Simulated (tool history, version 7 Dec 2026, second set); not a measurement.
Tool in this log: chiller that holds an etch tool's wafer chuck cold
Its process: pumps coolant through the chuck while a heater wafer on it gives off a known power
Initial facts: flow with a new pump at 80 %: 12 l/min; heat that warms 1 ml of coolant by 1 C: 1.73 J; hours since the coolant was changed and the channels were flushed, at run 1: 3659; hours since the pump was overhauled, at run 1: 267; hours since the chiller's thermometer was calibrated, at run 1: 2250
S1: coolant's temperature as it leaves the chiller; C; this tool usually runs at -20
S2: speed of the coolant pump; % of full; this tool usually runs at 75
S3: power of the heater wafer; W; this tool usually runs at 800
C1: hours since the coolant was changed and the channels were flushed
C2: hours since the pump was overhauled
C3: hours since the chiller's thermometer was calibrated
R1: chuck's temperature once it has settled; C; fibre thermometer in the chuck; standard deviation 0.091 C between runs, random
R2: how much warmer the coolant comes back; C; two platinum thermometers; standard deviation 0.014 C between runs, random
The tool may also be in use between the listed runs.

Run 1, day 0: usual settings; C1 3659; C2 267; C3 2250. Result: R1 -10.09 C, R2 2.53 C.
Run 2, day 0.996: usual settings but S2 71 % of full; C1 3683; C2 291; C3 2274. Result: R1 -9.48 C, R2 2.66 C.
Run 3, day 2.433: usual settings but S2 64 % of full; C1 3717; C2 325; C3 2309. Result: R1 -8.8 C, R2 2.97 C.
Run 4, day 3.7: usual settings but S2 64 % of full; C1 3748; C2 356; C3 2339. Result: R1 -8.68 C, R2 2.95 C.
Run 5, day 4.854: usual settings but S2 64 % of full; C1 3775; C2 383; C3 2367. Result: R1 -8.78 C, R2 2.95 C.
Run 6, day 6.104: usual settings but S1 -14 C; C1 3805; C2 413; C3 2397. Result: R1 -4.17 C, R2 2.52 C.
Run 7, day 7.838: usual settings; C1 3847; C2 455; C3 2438. Result: R1 -10.1 C, R2 2.52 C.
Run 8, day 8.921: usual settings; C1 3873; C2 481; C3 2464. Result: R1 -9.89 C, R2 2.49 C.
Run 9, day 10.567: usual settings; C1 3912; C2 520; C3 2504. Result: R1 -9.95 C, R2 2.52 C.
Run 10, day 11.417: usual settings but S1 -26 C; C1 3933; C2 541; C3 2524. Result: R1 -16.06 C, R2 2.51 C.
Run 11, day 12.983: usual settings but S1 -26 C; C1 3970; C2 578; C3 2562. Result: R1 -15.77 C, R2 2.48 C.
Run 12, day 14.8: usual settings but S1 -15 C, S3 1197 W; C1 4014; C2 622; C3 2605. Result: R1 0.33 C, R2 3.75 C.
At day 15.167: coolant pump overhauled.
Run 13, day 16.875: usual settings but S1 -10 C, S2 62 % of full, S3 573 W; C1 4059; C2 41; C3 2650. Result: R1 -1.69 C, R2 2.17 C.
Run 14, day 18.538: usual settings but S1 -10 C, S2 62 % of full, S3 573 W; C1 4099; C2 81; C3 2690. Result: R1 -1.8 C, R2 2.2 C.
Run 15, day 19.417: usual settings but S1 -18 C, S2 82 % of full, S3 412 W; C1 4120; C2 102; C3 2711. Result: R1 -13.39 C, R2 1.19 C.
Run 16, day 20.288: usual settings but S1 -18 C, S3 955 W; C1 4141; C2 123; C3 2732. Result: R1 -5.9 C, R2 3.01 C.
Run 17, day 21.875: usual settings but S1 -18 C, S3 892 W; C1 4179; C2 161; C3 2770. Result: R1 -6.55 C, R2 2.82 C.
At day 23.929: coolant pump overhauled, once more.
Run 18, day 23.958: usual settings but S1 -18 C, S3 892 W; C1 4224; C2 1; C3 2815. Result: R1 -6.76 C, R2 2.78 C.
Run 19, day 25.425: usual settings but S1 -18 C, S2 89 % of full, S3 1198 W; C1 4259; C2 36; C3 2850. Result: R1 -4.48 C, R2 3.1 C.
Run 20, day 27.192: usual settings but S1 -18 C, S2 89 % of full, S3 1198 W; C1 4302; C2 78; C3 2893. Result: R1 -4.6 C, R2 3.08 C.

Alternative continuations, all from the tool just after run 20; predict every row:
Run A, day 28.071: usual settings but S1 -16 C, S2 95 % of full, S3 789 W; C1 4323; C2 99; C3 2914. Result: R1 ?, R2 ?.
Run B, day 28.071: usual settings but S2 64 % of full; C1 4323; C2 99; C3 2914. Result: R1 ?, R2 ?.
Run C, day 28.071: usual settings but S1 -29 C; C1 4323; C2 99; C3 2914. Result: R1 ?, R2 ?.

run      R1    R2
  A   -7.62  1.89
  B   -8.65  2.92
  C  -18.98  2.45
Without the tool's hidden state the same runs would have given:
run      R1    R2
  A   -8.49   1.9
  B     -10  2.92
  C  -20.14  2.45

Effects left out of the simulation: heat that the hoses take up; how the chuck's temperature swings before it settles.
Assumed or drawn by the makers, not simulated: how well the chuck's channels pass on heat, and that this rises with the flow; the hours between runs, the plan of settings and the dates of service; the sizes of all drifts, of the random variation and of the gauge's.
